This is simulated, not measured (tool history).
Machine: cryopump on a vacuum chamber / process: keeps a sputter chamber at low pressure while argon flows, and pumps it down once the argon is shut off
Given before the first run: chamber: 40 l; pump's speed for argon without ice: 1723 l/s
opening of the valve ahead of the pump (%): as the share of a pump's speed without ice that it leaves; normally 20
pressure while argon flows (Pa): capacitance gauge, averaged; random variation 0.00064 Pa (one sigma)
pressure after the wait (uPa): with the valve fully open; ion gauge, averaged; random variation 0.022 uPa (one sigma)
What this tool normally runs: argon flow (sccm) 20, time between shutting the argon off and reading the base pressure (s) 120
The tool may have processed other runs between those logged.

| run | hour | argon flow (sccm) | time between shutting the argon off and reading the base pressure (s) | opening of the valve ahead of the pump (%) | pressure while argon flows (Pa) | pressure after the wait (uPa) |
|---|---|---|---|---|---|---|
| 1 | 0 | 20 | 120 | 20 | 0.1015 | 0.88 |
| 2 | 13.3 | 20 | 120 | 20 | 0.1005 | 0.83 |
| 3 | 24.8 | 20 | 112 | 20 | 0.1016 | 0.88 |
| 4 | 49.5 | 20 | 112 | 20 | 0.1019 | 0.93 |
| 5 | 72.4 | 20 | 112 | 20 | 0.101 | 0.91 |
| 6 | 85.9 | 20 | 112 | 20 | 0.1016 | 0.91 |
| 7 | 110.3 | 20 | 120 | 20 | 0.1015 | 0.84 |
| 8 | 124 | 10 | 120 | 20 | 0.0502 | 0.83 |
| 9 | 144.5 | 10 | 120 | 20 | 0.0499 | 0.86 |
| 10 | 157.7 | 10 | 120 | 20 | 0.0512 | 0.88 |
| 11 | 174.8 | 10 | 120 | 20 | 0.0509 | 0.9 |
| 12 | 189.4 | 10 | 120 | 20 | 0.0495 | 0.85 |
| 13 | 200.5 | 20 | 120 | 20 | 0.1016 | 0.87 |
| 14 | 217 | 20 | 120 | 20 | 0.1021 | 0.86 |
| 15 | 239.4 | 20 | 120 | 20 | 0.1017 | 0.88 |
| 16 | 263.7 | 20 | 120 | 20 | 0.1042 | 0.89 |
| 17 | 282.3 | 9 | 120 | 20 | 0.0464 | 0.91 |
| 18 | 303 | 18 | 120 | 18 | 0.1023 | 0.91 |
| 19 | 324.6 | 32 | 40 | 25 | 0.1324 | 1.71 |
| 20 | 335.2 | 24 | 69 | 42 | 0.0608 | 1.21 |
| 21 | 354 | 20 | 120 | 46 | 0.0471 | 0.91 |
| 22 | 369.1 | 20 | 120 | 46 | 0.0466 | 0.92 |
| 23 | 383.7 | 30 | 120 | 46 | 0.0705 | 0.9 |
| 24 | 396.4 | 35 | 119 | 48 | 0.0792 | 0.92 |
| 25 | 420.5 | 20 | 120 | 16 | 0.1273 | 0.89 |
| 26 | 439.5 | 20 | 120 | 16 | 0.1267 | 0.9 |
| 27 | 455.3 | 37 | 45 | 21 | 0.1818 | 1.6 |
| 28 | 467 | 12 | 24 | 18 | 0.0689 | 2.59 |

What will run 29 give?
| 29 | 492.2 | 11 | 120 | 33 | ? | ? |

pressure while argon flows (Pa): 0.0363
pressure after the wait (uPa): 0.87
Were there no unlogged condition in the tool, this run, its random variation unchanged, would have produced pressure while argon flows (Pa) 0.0335, pressure after the wait (uPa) 0.53.
